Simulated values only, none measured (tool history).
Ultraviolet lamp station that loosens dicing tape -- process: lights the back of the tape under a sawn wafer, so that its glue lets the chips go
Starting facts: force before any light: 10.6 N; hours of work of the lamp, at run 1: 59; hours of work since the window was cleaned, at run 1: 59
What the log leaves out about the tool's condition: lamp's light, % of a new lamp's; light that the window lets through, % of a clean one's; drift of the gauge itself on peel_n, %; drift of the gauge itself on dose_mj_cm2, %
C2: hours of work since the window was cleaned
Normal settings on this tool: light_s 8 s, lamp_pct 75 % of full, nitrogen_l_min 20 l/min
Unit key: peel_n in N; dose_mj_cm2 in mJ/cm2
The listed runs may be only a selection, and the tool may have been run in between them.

run 1 hour=0.0 | light_s=8 lamp_pct=75 nitrogen_l_min=20 | hours_of_work_of_the_lamp=59 C2=59 | peel_n=0.645 dose_mj_cm2=401
run 2 hour=14.9 | light_s=8 lamp_pct=75 nitrogen_l_min=20 | hours_of_work_of_the_lamp=67 C2=67 | peel_n=0.645 dose_mj_cm2=404
run 3 hour=30.6 | light_s=8 lamp_pct=79 nitrogen_l_min=20 | hours_of_work_of_the_lamp=75 C2=75 | peel_n=0.570 dose_mj_cm2=417
run 4 hour=62.8 | light_s=8 lamp_pct=79 nitrogen_l_min=20 | hours_of_work_of_the_lamp=92 C2=92 | peel_n=0.621 dose_mj_cm2=418
run 5 hour=86.3 | light_s=8 lamp_pct=82 nitrogen_l_min=20 | hours_of_work_of_the_lamp=104 C2=104 | peel_n=0.565 dose_mj_cm2=425
run 6 hour=100.5 | light_s=8 lamp_pct=75 nitrogen_l_min=9 | hours_of_work_of_the_lamp=111 C2=111 | peel_n=1.355 dose_mj_cm2=386
run 7 hour=114.4 | light_s=8 lamp_pct=75 nitrogen_l_min=9 | hours_of_work_of_the_lamp=118 C2=118 | peel_n=1.395 dose_mj_cm2=389
run 8 hour=146.2 | light_s=8 lamp_pct=75 nitrogen_l_min=9 | hours_of_work_of_the_lamp=135 C2=135 | peel_n=1.434 dose_mj_cm2=387
run 9 hour=172.5 | light_s=8 lamp_pct=75 nitrogen_l_min=9 | hours_of_work_of_the_lamp=148 C2=148 | peel_n=1.434 dose_mj_cm2=378
run 10 hour=195.1 | light_s=8 lamp_pct=75 nitrogen_l_min=9 | hours_of_work_of_the_lamp=160 C2=160 | peel_n=1.404 dose_mj_cm2=381
run 11 hour=212.8 | light_s=8 lamp_pct=75 nitrogen_l_min=9 | hours_of_work_of_the_lamp=169 C2=169 | peel_n=1.421 dose_mj_cm2=377
run 12 hour=238.9 | light_s=8 lamp_pct=86 nitrogen_l_min=20 | hours_of_work_of_the_lamp=182 C2=182 | peel_n=0.589 dose_mj_cm2=432
run 13 hour=268.2 | light_s=8 lamp_pct=86 nitrogen_l_min=20 | hours_of_work_of_the_lamp=198 C2=198 | peel_n=0.566 dose_mj_cm2=427
run 14 hour=294.4 | light_s=8 lamp_pct=86 nitrogen_l_min=20 | hours_of_work_of_the_lamp=211 C2=211 | peel_n=0.614 dose_mj_cm2=423
run 15 hour=308.6 | light_s=8 lamp_pct=86 nitrogen_l_min=20 | hours_of_work_of_the_lamp=218 C2=218 | peel_n=0.595 dose_mj_cm2=425
run 16 hour=334.9 | light_s=8 lamp_pct=75 nitrogen_l_min=20 | hours_of_work_of_the_lamp=232 C2=232 | peel_n=0.806 dose_mj_cm2=363
run 17 hour=349.6 | light_s=8 lamp_pct=75 nitrogen_l_min=20 | hours_of_work_of_the_lamp=239 C2=239 | peel_n=0.791 dose_mj_cm2=361
run 18 hour=368.0 | light_s=8 lamp_pct=75 nitrogen_l_min=11 | hours_of_work_of_the_lamp=249 C2=249 | peel_n=1.359 dose_mj_cm2=363
run 19 hour=397.1 | light_s=8 lamp_pct=75 nitrogen_l_min=11 | hours_of_work_of_the_lamp=264 C2=264 | peel_n=1.374 dose_mj_cm2=358
run 20 hour=411.1 | light_s=8 lamp_pct=98 nitrogen_l_min=20 | hours_of_work_of_the_lamp=271 C2=271 | peel_n=0.462 dose_mj_cm2=468
run 21 hour=429.9 | light_s=8 lamp_pct=98 nitrogen_l_min=20 | hours_of_work_of_the_lamp=281 C2=281 | peel_n=0.472 dose_mj_cm2=466
run 22 hour=444.4 | light_s=8 lamp_pct=61 nitrogen_l_min=20 | hours_of_work_of_the_lamp=288 C2=288 | peel_n=1.287 dose_mj_cm2=285
-- hour=447.4 window cleaned of glue's vapour
run 23 hour=472.6 | light_s=8 lamp_pct=61 nitrogen_l_min=20 | hours_of_work_of_the_lamp=303 C2=13 | peel_n=1.364 dose_mj_cm2=276
run 24 hour=493.2 | light_s=7 lamp_pct=68 nitrogen_l_min=26 | hours_of_work_of_the_lamp=313 C2=24 | peel_n=1.197 dose_mj_cm2=270
run 25 hour=518.1 | light_s=5 lamp_pct=82 nitrogen_l_min=12 | hours_of_work_of_the_lamp=326 C2=36 | peel_n=2.587 dose_mj_cm2=233
run 26 hour=535.8 | light_s=8 lamp_pct=61 nitrogen_l_min=20 | hours_of_work_of_the_lamp=335 C2=46 | peel_n=1.421 dose_mj_cm2=272
run 27 hour=568.6 | light_s=8 lamp_pct=97 nitrogen_l_min=19 | hours_of_work_of_the_lamp=352 C2=62 | peel_n=0.597 dose_mj_cm2=432
run 28 hour=600.6 | light_s=12 lamp_pct=75 nitrogen_l_min=20 | hours_of_work_of_the_lamp=368 C2=79 | peel_n=0.419 dose_mj_cm2=503
-- hour=611.0 window cleaned of glue's vapour, once more
run 29 hour=630.0 | light_s=13 lamp_pct=80 nitrogen_l_min=25 | hours_of_work_of_the_lamp=383 C2=10 | peel_n=0.251 dose_mj_cm2=648
run 30 hour=658.0 | light_s=13 lamp_pct=80 nitrogen_l_min=25 | hours_of_work_of_the_lamp=398 C2=24 | peel_n=0.244 dose_mj_cm2=640
run 31 hour=680.9 | light_s=13 lamp_pct=80 nitrogen_l_min=25 | hours_of_work_of_the_lamp=409 C2=36 | peel_n=0.247 dose_mj_cm2=641
run 32 hour=702.1 | light_s=4 lamp_pct=75 nitrogen_l_min=17 | hours_of_work_of_the_lamp=420 C2=47 | peel_n=2.926 dose_mj_cm2=184
run 33 hour=731.3 | light_s=10 lamp_pct=75 nitrogen_l_min=28 | hours_of_work_of_the_lamp=435 C2=62 | peel_n=0.397 dose_mj_cm2=448
run 34 hour=756.9 | light_s=10 lamp_pct=75 nitrogen_l_min=7 | hours_of_work_of_the_lamp=449 C2=75 | peel_n=1.288 dose_mj_cm2=447
run 35 hour=770.9 | light_s=8 lamp_pct=94 nitrogen_l_min=7 | hours_of_work_of_the_lamp=456 C2=82 | peel_n=1.289 dose_mj_cm2=448
run 36 hour=788.4 | light_s=13 lamp_pct=64 nitrogen_l_min=27 | hours_of_work_of_the_lamp=465 C2=91 | peel_n=0.324 dose_mj_cm2=493
run 37 hour=820.2 | light_s=13 lamp_pct=64 nitrogen_l_min=27 | hours_of_work_of_the_lamp=481 C2=108 | peel_n=0.336 dose_mj_cm2=490
run 38 hour=851.3 | light_s=13 lamp_pct=64 nitrogen_l_min=27 | hours_of_work_of_the_lamp=497 C2=124 | peel_n=0.359 dose_mj_cm2=484
run 39 hour=870.6 | light_s=13 lamp_pct=64 nitrogen_l_min=27 | hours_of_work_of_the_lamp=507 C2=134 | peel_n=0.357 dose_mj_cm2=485
run 40 hour=894.2 | light_s=13 lamp_pct=64 nitrogen_l_min=27 | hours_of_work_of_the_lamp=519 C2=146 | peel_n=0.360 dose_mj_cm2=482
run 41 hour=911.3 | light_s=8 lamp_pct=75 nitrogen_l_min=20 | hours_of_work_of_the_lamp=528 C2=155 | peel_n=0.923 dose_mj_cm2=346
run 42 hour=937.5 | light_s=8 lamp_pct=75 nitrogen_l_min=20 | hours_of_work_of_the_lamp=542 C2=168 | peel_n=0.935 dose_mj_cm2=340
run 43 hour=961.9 | light_s=12 lamp_pct=93 nitrogen_l_min=20 | hours_of_work_of_the_lamp=554 C2=181 | peel_n=0.285 dose_mj_cm2=632
run 44 hour=992.8 | light_s=4 lamp_pct=75 nitrogen_l_min=11 | hours_of_work_of_the_lamp=570 C2=197 | peel_n=3.868 dose_mj_cm2=166

Branching from run 44: 3 alternative next runs. What would each branch give?
run A hour=1008.2 | light_s=8 lamp_pct=75 nitrogen_l_min=11 | hours_of_work_of_the_lamp=578 C2=204 | peel_n=? dose_mj_cm2=?
run B hour=1008.2 | light_s=8 lamp_pct=60 nitrogen_l_min=10 | hours_of_work_of_the_lamp=578 C2=204 | peel_n=? dose_mj_cm2=?
run C hour=1008.2 | light_s=4 lamp_pct=75 nitrogen_l_min=11 | hours_of_work_of_the_lamp=578 C2=204 | peel_n=? dose_mj_cm2=?

run=A peel_n=1.547 dose_mj_cm2=333
run=B peel_n=2.457 dose_mj_cm2=266
run=C peel_n=4.132 dose_mj_cm2=164
Take away the tool's hidden state, keep each run's random variation, and the runs would have read:
run=A peel_n=1.009 dose_mj_cm2=416
run=B peel_n=1.732 dose_mj_cm2=332
run=C peel_n=3.252 dose_mj_cm2=206
